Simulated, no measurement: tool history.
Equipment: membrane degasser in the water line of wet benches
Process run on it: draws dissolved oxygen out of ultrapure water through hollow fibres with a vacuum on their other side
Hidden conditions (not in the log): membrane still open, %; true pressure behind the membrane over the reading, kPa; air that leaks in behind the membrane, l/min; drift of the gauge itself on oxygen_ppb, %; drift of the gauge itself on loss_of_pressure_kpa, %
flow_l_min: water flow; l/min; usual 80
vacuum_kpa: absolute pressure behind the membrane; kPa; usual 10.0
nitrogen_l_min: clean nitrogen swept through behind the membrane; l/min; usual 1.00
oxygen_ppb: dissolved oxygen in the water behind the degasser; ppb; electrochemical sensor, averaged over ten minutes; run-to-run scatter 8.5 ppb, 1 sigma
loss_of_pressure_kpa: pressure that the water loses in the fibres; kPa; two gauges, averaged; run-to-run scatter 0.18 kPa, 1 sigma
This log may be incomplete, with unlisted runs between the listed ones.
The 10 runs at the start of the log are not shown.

run	day	flow_l_min	vacuum_kpa	nitrogen_l_min	hours since the membrane was changed	hours since the vacuum gauge was calibrated	hours since the vacuum lines were made tight	oxygen_ppb	loss_of_pressure_kpa
11	23.829	80	24.7	1.00	2415	493	2834	2317.1	35.35
12	25.429	80	24.7	1.00	2454	531	2873	2293.6	35.36
13	27.612	80	24.7	1.00	2506	584	2925	2269.9	35.39
14	29.542	84	10.0	1.00	2552	630	2971	886.7	36.98
15	31.667	80	10.0	1.00	2603	681	3022	849.8	35.30
16	33.833	80	10.0	1.00	2655	733	3074	843.0	35.71
17	35.179	80	6.9	2.39	2688	765	3107	262.0	35.41
18	38.338	67	10.0	1.00	2764	841	3183	755.8	29.64
19	40.646	67	10.0	1.00	2819	896	3238	757.8	29.65
20	43.742	48	18.7	2.21	2893	971	3312	699.5	21.51
21	45.800	76	17.1	0.67	2943	1020	3362	1974.4	33.99
22	48.742	124	17.1	0.67	3013	1091	3432	2536.5	55.28
23	50.875	124	17.1	0.67	3064	1142	3483	2478.9	55.30
24	52.988	54	11.6	2.00	3115	1193	3534	470.3	24.31
25	55.183	54	11.6	2.00	3168	1245	3587	468.8	24.24
26	58.383	96	10.0	0.65	3245	1322	3664	1212.4	43.02
27	60.796	55	10.0	1.48	3302	1380	3721	496.7	24.62
28	63.833	55	10.0	1.48	3375	1453	3794	505.1	24.52
29	66.217	54	21.3	1.00	3433	1510	3852	1563.0	24.28
30	68.092	54	21.3	1.00	3478	1555	3897	1580.4	23.95
31	71.004	49	6.5	2.96	3547	1625	3966	129.3	22.03
32	73.938	49	6.5	2.95	3618	1695	4037	130.5	21.90

Below are 3 alternative next runs, each starting from the tool's condition after run 32. Predict each:
A	76.204	80	6.4	1.00	3672	1750	4091	?	?
B	76.204	80	7.4	0.85	3672	1750	4091	?	?
C	76.204	90	10.0	1.00	3672	1750	4091	?	?

run	oxygen_ppb	loss_of_pressure_kpa
A	442.2	36.09
B	609.8	35.86
C	939.4	40.63
Take away the tool's hidden state, keep each run's random variation, and the runs would have read:
run	oxygen_ppb	loss_of_pressure_kpa
A	419.8	34.34
B	587.1	34.11
C	917.3	38.66
